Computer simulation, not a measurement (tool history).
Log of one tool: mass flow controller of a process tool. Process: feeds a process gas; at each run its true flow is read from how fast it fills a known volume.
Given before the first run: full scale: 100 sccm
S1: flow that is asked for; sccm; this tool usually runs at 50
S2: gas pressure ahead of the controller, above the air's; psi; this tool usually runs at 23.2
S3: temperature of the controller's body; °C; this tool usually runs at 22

run 1 hour=0.0 | S1=50 S2=23.2 S3=22 | true_flow_(%)=95.80
run 2 hour=435.8 | S1=50 S2=23.2 S3=22 | true_flow_(%)=95.69
run 3 hour=688.5 | S1=50 S2=23.2 S3=33 | true_flow_(%)=94.45
run 4 hour=989.6 | S1=50 S2=23.2 S3=22 | true_flow_(%)=95.52
run 5 hour=1205.6 | S1=50 S2=23.2 S3=22 | true_flow_(%)=95.47
run 6 hour=1492.2 | S1=50 S2=23.2 S3=22 | true_flow_(%)=95.21
run 7 hour=1865.8 | S1=50 S2=23.2 S3=22 | true_flow_(%)=95.16
run 8 hour=2195.9 | S1=50 S2=23.2 S3=22 | true_flow_(%)=94.90
run 9 hour=2589.3 | S1=36 S2=23.2 S3=22 | true_flow_(%)=94.16
run 10 hour=2780.0 | S1=50 S2=23.2 S3=22 | true_flow_(%)=94.74
run 11 hour=3009.2 | S1=50 S2=23.2 S3=22 | true_flow_(%)=94.57
run 12 hour=3216.8 | S1=50 S2=23.2 S3=22 | true_flow_(%)=94.56
run 13 hour=3405.2 | S1=50 S2=23.2 S3=22 | true_flow_(%)=94.33
run 14 hour=3835.0 | S1=43 S2=39.5 S3=34 | true_flow_(%)=93.07
run 15 hour=4188.3 | S1=13 S2=29.7 S3=28 | true_flow_(%)=89.21
run 16 hour=4405.1 | S1=15 S2=23.2 S3=27 | true_flow_(%)=89.42
-- hour=4436.3 controller's zero set anew
run 17 hour=4597.7 | S1=19 S2=26.4 S3=22 | true_flow_(%)=88.87
run 18 hour=4876.6 | S1=50 S2=22.9 S3=28 | true_flow_(%)=92.33
run 19 hour=5298.6 | S1=23 S2=22.9 S3=21 | true_flow_(%)=89.48
run 20 hour=5532.4 | S1=23 S2=22.9 S3=21 | true_flow_(%)=89.42
-- hour=5639.9 controller's zero set anew, once more
run 21 hour=5718.0 | S1=27 S2=29.7 S3=22 | true_flow_(%)=94.49
-- hour=5938.5 controller exchanged for a calibrated one
run 22 hour=6080.7 | S1=27 S2=29.7 S3=22 | true_flow_(%)=98.23
run 23 hour=6315.8 | S1=53 S2=36.0 S3=22 | true_flow_(%)=99.17
run 24 hour=6499.4 | S1=29 S2=23.2 S3=24 | true_flow_(%)=97.53
run 25 hour=6863.4 | S1=29 S2=23.2 S3=24 | true_flow_(%)=97.52

Measured less the same run without the tool's hidden state. The same run-to-run variation is in both; the gauge's scatter may not be:
Hidden state present: flow at rest that the sensor doesn't see, % of full scale; true flow over the shown one, %; drift of the gauge itself on true_pct, %.
run=1 true_flow_(%)=-3.02
run=2 true_flow_(%)=-3.22
run=3 true_flow_(%)=-3.33
run=4 true_flow_(%)=-3.48
run=5 true_flow_(%)=-3.58
run=6 true_flow_(%)=-3.71
run=7 true_flow_(%)=-3.89
run=8 true_flow_(%)=-4.03
run=9 true_flow_(%)=-4.64
run=10 true_flow_(%)=-4.30
run=11 true_flow_(%)=-4.40
run=12 true_flow_(%)=-4.49
run=13 true_flow_(%)=-4.58
run=14 true_flow_(%)=-4.99
run=15 true_flow_(%)=-8.67
run=16 true_flow_(%)=-8.15
run=17 true_flow_(%)=-9.57
run=18 true_flow_(%)=-6.12
run=19 true_flow_(%)=-8.99
run=20 true_flow_(%)=-9.13
run=21 true_flow_(%)=-4.31
run=22 true_flow_(%)=-0.45
run=23 true_flow_(%)=-0.45
run=24 true_flow_(%)=-0.66
run=25 true_flow_(%)=-0.84

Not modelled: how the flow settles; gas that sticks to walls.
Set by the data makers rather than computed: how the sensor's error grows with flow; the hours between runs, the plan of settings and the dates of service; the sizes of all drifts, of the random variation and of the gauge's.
